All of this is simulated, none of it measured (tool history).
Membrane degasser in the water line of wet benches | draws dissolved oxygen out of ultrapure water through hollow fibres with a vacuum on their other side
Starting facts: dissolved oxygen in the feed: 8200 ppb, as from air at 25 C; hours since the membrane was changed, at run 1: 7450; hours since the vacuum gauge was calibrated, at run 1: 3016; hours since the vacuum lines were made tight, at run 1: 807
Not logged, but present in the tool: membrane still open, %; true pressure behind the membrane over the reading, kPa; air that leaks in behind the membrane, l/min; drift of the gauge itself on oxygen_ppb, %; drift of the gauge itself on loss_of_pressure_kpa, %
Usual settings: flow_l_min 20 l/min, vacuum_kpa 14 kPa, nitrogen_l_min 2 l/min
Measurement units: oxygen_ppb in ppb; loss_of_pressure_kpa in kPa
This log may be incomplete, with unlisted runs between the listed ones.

| run | hour | flow_l_min | vacuum_kpa | nitrogen_l_min | hours since the membrane was changed | hours since the vacuum gauge was calibrated | hours since the vacuum lines were made tight | oxygen_ppb | loss_of_pressure_kpa |
|---|---|---|---|---|---|---|---|---|---|
| 1 | 0 | 20 | 14 | 2 | 7450 | 3016 | 807 | 262.5 | 66.62 |
| 2 | 191.8 | 20 | 14 | 2 | 7641 | 3208 | 999 | 262.2 | 66.47 |
| 3 | 377.8 | 20 | 14 | 4.52 | 7827 | 3394 | 1185 | 128.7 | 66.74 |
| 4 | 513 | 20 | 10.9 | 4.52 | 7963 | 3529 | 1320 | 96.6 | 66.85 |
| 5 | 628.6 | 20 | 10.9 | 4.52 | 8078 | 3645 | 1435 | 96.4 | 66.69 |
| 6 | 782.8 | 20 | 10.9 | 2.9 | 8232 | 3799 | 1590 | 140.8 | 66.95 |
| 7 | 902.7 | 20 | 14 | 2 | 8352 | 3919 | 1710 | 263.5 | 66.89 |
| 8 | 1032.4 | 20 | 14 | 2 | 8482 | 4049 | 1839 | 264 | 66.89 |
| 9 | 1183.2 | 20 | 14 | 2 | 8633 | 4199 | 1990 | 264.4 | 66.98 |
| 10 | 1370.7 | 20 | 14 | 2 | 8820 | 4387 | 2178 | 264 | 67.13 |
| 11 | 1561.3 | 18 | 14 | 2 | 9011 | 4577 | 2368 | 236.6 | 60.35 |
|  | 1573.8 | vacuum gauge calibrated |
| 12 | 1775.3 | 23 | 21.3 | 3.75 | 9224 | 202 | 2582 | 285.5 | 77.04 |
| 13 | 1950.9 | 15 | 14 | 2 | 9400 | 377 | 2757 | 198.2 | 50.69 |
|  | 2136.3 | vacuum gauge calibrated, once more |
| 14 | 2136.3 | 15 | 14 | 2 | 9585 | 0 | 2942 | 196.4 | 50.48 |
| 15 | 2230 | 15 | 15.5 | 2 | 9679 | 94 | 3036 | 221.9 | 50.54 |
| 16 | 2438 | 17 | 11.7 | 0.88 | 9887 | 302 | 3244 | 363 | 57.09 |
| 17 | 2608.1 | 26 | 11.7 | 3.77 | 10057 | 472 | 3414 | 173.2 | 87.27 |
| 18 | 2730.5 | 23 | 11.7 | 4.85 | 10179 | 594 | 3536 | 121.1 | 78.14 |

Consider 4 possible next runs. They are alternatives, not a sequence: every one starts from the tool as it was left by run 18. What does each give?
| A | 2900.3 | 32 | 12.7 | 1.15 | 10349 | 764 | 3706 | ? | ? |
| B | 2900.3 | 12 | 21.9 | 4.86 | 10349 | 764 | 3706 | ? | ? |
| C | 2900.3 | 29 | 11.7 | 4.04 | 10349 | 764 | 3706 | ? | ? |
| D | 2900.3 | 13 | 16.5 | 2.35 | 10349 | 764 | 3706 | ? | ? |

| run | oxygen_ppb | loss_of_pressure_kpa |
|---|---|---|
| A | 594.2 | 107.87 |
| B | 115.5 | 40.41 |
| C | 193.1 | 98.52 |
| D | 179.5 | 43.81 |
The same runs, with their run-to-run variation unchanged, on a tool lacking any hidden condition would have given:
| run | oxygen_ppb | loss_of_pressure_kpa |
|---|---|---|
| A | 578.2 | 102.56 |
| B | 113.9 | 38.41 |
| C | 180.8 | 93.68 |
| D | 177.1 | 41.65 |

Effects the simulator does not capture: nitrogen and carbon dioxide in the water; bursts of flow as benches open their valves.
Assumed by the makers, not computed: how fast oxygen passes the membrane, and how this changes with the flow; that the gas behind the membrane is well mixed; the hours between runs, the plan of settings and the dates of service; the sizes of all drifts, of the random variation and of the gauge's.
